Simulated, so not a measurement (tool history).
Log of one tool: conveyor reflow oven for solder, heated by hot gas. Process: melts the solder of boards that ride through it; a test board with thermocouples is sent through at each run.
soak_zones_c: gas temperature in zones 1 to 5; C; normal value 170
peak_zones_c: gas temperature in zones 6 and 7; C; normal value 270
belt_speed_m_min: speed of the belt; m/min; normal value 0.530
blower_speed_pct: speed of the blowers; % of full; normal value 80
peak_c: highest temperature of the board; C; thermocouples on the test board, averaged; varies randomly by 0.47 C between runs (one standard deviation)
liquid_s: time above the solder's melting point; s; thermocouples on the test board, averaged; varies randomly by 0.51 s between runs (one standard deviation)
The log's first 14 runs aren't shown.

Run 15, hour 147.3: usual settings but belt_speed_m_min 0.482 m/min. Result: peak_c 255.2 C, liquid_s 57.6 s.
Run 16, hour 157.5: usual settings but peak_zones_c 284 C, belt_speed_m_min 0.528 m/min. Result: peak_c 265.8 C, liquid_s 57.0 s.
Run 17, hour 170.3: usual settings but soak_zones_c 184 C, peak_zones_c 260 C, belt_speed_m_min 0.557 m/min. Result: peak_c 244.9 C, liquid_s 47.4 s.
Run 18, hour 179.0: usual settings but soak_zones_c 183 C, peak_zones_c 271 C, belt_speed_m_min 0.575 m/min, blower_speed_pct 81 % of full. Result: peak_c 253.5 C, liquid_s 49.9 s.
Run 19, hour 193.7: usual settings but soak_zones_c 184 C, peak_zones_c 264 C. Result: peak_c 249.4 C, liquid_s 53.9 s.
Run 20, hour 204.0: usual settings but soak_zones_c 162 C, peak_zones_c 276 C. Result: peak_c 256.8 C, liquid_s 50.2 s.
Run 21, hour 215.4: usual settings but soak_zones_c 182 C. Result: peak_c 254.3 C, liquid_s 55.3 s.
Run 22, hour 225.6: usual settings but soak_zones_c 177 C, peak_zones_c 271 C. Result: peak_c 254.4 C, liquid_s 52.9 s.
Run 23, hour 239.4: usual settings but soak_zones_c 177 C, peak_zones_c 271 C. Result: peak_c 254.8 C, liquid_s 53.4 s.
Run 24, hour 248.9: usual settings but peak_zones_c 264 C, belt_speed_m_min 0.583 m/min. Result: peak_c 243.5 C, liquid_s 40.1 s.
Run 25, hour 258.1: usual settings but soak_zones_c 176 C, peak_zones_c 264 C, belt_speed_m_min 0.435 m/min. Result: peak_c 253.4 C, liquid_s 64.9 s.
Run 26, hour 267.8: usual settings but blower_speed_pct 82 % of full. Result: peak_c 252.0 C, liquid_s 49.9 s.
Run 27, hour 275.5: usual settings but peak_zones_c 280 C, belt_speed_m_min 0.639 m/min, blower_speed_pct 85 % of full. Result: peak_c 255.1 C, liquid_s 42.2 s.
Run 28, hour 286.9: usual settings but peak_zones_c 268 C. Result: peak_c 250.4 C, liquid_s 49.3 s.
Run 29, hour 298.4: usual settings but soak_zones_c 159 C, belt_speed_m_min 0.463 m/min. Result: peak_c 255.0 C, liquid_s 57.3 s.
Run 30, hour 307.1: usual settings but soak_zones_c 159 C, belt_speed_m_min 0.463 m/min. Result: peak_c 254.7 C, liquid_s 57.6 s.

4 ways to go on from here, each from the tool as it stands after run 30. What would each give?
Run A, hour 314.7: usual settings but peak_zones_c 260 C. Result: peak_c ?, liquid_s ?.
Run B, hour 314.7: usual settings but soak_zones_c 176 C, belt_speed_m_min 0.463 m/min. Result: peak_c ?, liquid_s ?.
Run C, hour 314.7: usual settings but soak_zones_c 159 C, belt_speed_m_min 0.595 m/min. Result: peak_c ?, liquid_s ?.
Run D, hour 314.7: usual settings but soak_zones_c 156 C, peak_zones_c 279 C, belt_speed_m_min 0.460 m/min. Result: peak_c ?, liquid_s ?.

run  peak_c  liquid_s
  A   243.8      43.6
  B   256.5      62.8
  C   245.1      35.8
  D   262.5      61.9
With the hidden condition removed and each run's random variation left untouched, the same runs would have given:
run  peak_c  liquid_s
  A   247.2      46.6
  B   259.8      64.7
  C   249.1      38.7
  D   266.2      63.9
